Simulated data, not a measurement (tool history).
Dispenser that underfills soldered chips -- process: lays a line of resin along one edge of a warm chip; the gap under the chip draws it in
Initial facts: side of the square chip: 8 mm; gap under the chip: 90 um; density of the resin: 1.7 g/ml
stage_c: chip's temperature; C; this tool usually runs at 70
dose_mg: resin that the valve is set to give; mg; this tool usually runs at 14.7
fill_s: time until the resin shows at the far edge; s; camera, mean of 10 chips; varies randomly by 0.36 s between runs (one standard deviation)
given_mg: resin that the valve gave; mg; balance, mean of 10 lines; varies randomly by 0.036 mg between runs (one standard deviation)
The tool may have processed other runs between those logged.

run	hour	stage_c	dose_mg	fill_s	given_mg
1	0	70	14.7	30.2	14.22
# hour 6.1: new syringe of resin
2	6.1	70	17.9	20.1	17.22
3	15.8	70	17.9	29.5	17.17
# hour 22: new syringe of resin
4	28.1	56	17.9	44.2	17.11
5	33.4	75	14.7	25.9	14.14
# hour 38.5: new syringe of resin
6	43.7	70	17.6	25.1	16.86
# hour 48.5: dispensing valve cleaned and set on the balance
# hour 55.8: new syringe of resin
7	56.2	70	17.6	20.3	17.57
8	62.5	70	16.4	25.9	16.4
9	71.1	70	16.4	35.7	16.37
# hour 72.2: new syringe of resin
10	81.1	70	16.4	29.6	16.36
# hour 88.7: new syringe of resin
11	90.6	70	16.4	22	16.24
12	99.9	70	16.4	31.7	16.27
# hour 104.6: new syringe of resin
13	109.3	70	16.4	24.8	16.16

For run 14, what comes out?
14	114.8	82	13.3	?	?

Run 14 measured fill_s 20.8 s, given_mg 13.11 mg.
With the hidden condition absent and the run-to-run variation left alone, this run would have shown fill_s 13.6 s, given_mg 13.29 mg.

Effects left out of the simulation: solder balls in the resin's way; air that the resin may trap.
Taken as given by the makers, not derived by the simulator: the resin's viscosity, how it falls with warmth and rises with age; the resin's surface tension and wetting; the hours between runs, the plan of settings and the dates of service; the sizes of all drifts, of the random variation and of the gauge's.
